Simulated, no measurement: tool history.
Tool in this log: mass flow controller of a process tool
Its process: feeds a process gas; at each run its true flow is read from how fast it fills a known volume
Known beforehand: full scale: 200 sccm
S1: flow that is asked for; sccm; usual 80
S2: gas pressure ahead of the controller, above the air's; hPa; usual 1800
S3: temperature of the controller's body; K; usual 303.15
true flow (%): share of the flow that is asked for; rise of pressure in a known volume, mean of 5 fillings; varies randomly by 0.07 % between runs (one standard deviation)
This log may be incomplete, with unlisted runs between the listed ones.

run 1 hour=0 | S1=80 S2=1800 S3=303.15 | true_flow_(%)=97.93
run 2 hour=302.3 | S1=80 S2=1800 S3=303.15 | true_flow_(%)=97.77
run 3 hour=481.5 | S1=80 S2=1800 S3=303.15 | true_flow_(%)=97.78
run 4 hour=613.8 | S1=80 S2=1800 S3=294.15 | true_flow_(%)=98.73
run 5 hour=927 | S1=80 S2=1800 S3=303.15 | true_flow_(%)=97.77
run 6 hour=1240.9 | S1=80 S2=1800 S3=303.15 | true_flow_(%)=97.72
run 7 hour=1417.7 | S1=80 S2=1800 S3=303.15 | true_flow_(%)=97.66
run 8 hour=1589.8 | S1=80 S2=1800 S3=303.15 | true_flow_(%)=97.7
run 9 hour=1866.2 | S1=25 S2=1800 S3=303.15 | true_flow_(%)=95.23
run 10 hour=2102.3 | S1=80 S2=1640 S3=303.15 | true_flow_(%)=97.76
run 11 hour=2373.4 | S1=80 S2=1640 S3=303.15 | true_flow_(%)=97.66
-- hour=2390.9 controller's zero set anew
run 12 hour=2661.2 | S1=152 S2=1800 S3=303.15 | true_flow_(%)=98.6
run 13 hour=2830.6 | S1=152 S2=1800 S3=303.15 | true_flow_(%)=98.66
run 14 hour=3143.3 | S1=152 S2=1800 S3=303.15 | true_flow_(%)=98.36
run 15 hour=3461.8 | S1=62 S2=1800 S3=303.15 | true_flow_(%)=96.85
run 16 hour=3713.2 | S1=25 S2=1800 S3=302.15 | true_flow_(%)=94.18
run 17 hour=4010.4 | S1=60 S2=1800 S3=302.15 | true_flow_(%)=96.84
-- hour=4123.2 controller's zero set anew, once more
run 18 hour=4188.5 | S1=21 S2=2250 S3=313.15 | true_flow_(%)=96.78
run 19 hour=4504.1 | S1=28 S2=1560 S3=311.15 | true_flow_(%)=97.44
run 20 hour=4755.8 | S1=109 S2=1500 S3=298.15 | true_flow_(%)=99.44
run 21 hour=5071.8 | S1=181 S2=2320 S3=298.15 | true_flow_(%)=99.78
run 22 hour=5252.5 | S1=80 S2=2720 S3=305.15 | true_flow_(%)=97.8
run 23 hour=5488.3 | S1=34 S2=1470 S3=300.15 | true_flow_(%)=98.17

Predict each of these 5 candidate next runs independently; none follows another, all start after run 23:
run A hour=5705 | S1=78 S2=1800 S3=304.15 | true_flow_(%)=?
run B hour=5705 | S1=94 S2=2570 S3=304.15 | true_flow_(%)=?
run C hour=5705 | S1=24 S2=1940 S3=303.15 | true_flow_(%)=?
run D hour=5705 | S1=160 S2=1420 S3=303.15 | true_flow_(%)=?
run E hour=5705 | S1=34 S2=2310 S3=301.15 | true_flow_(%)=?

run=A true_flow_(%)=98.22
run=B true_flow_(%)=98.17
run=C true_flow_(%)=97.28
run=D true_flow_(%)=99.49
run=E true_flow_(%)=97.58
Without the tool's hidden state the same runs would have given:
run=A true_flow_(%)=98.42
run=B true_flow_(%)=98.32
run=C true_flow_(%)=98.1
run=D true_flow_(%)=99.54
run=E true_flow_(%)=98.13
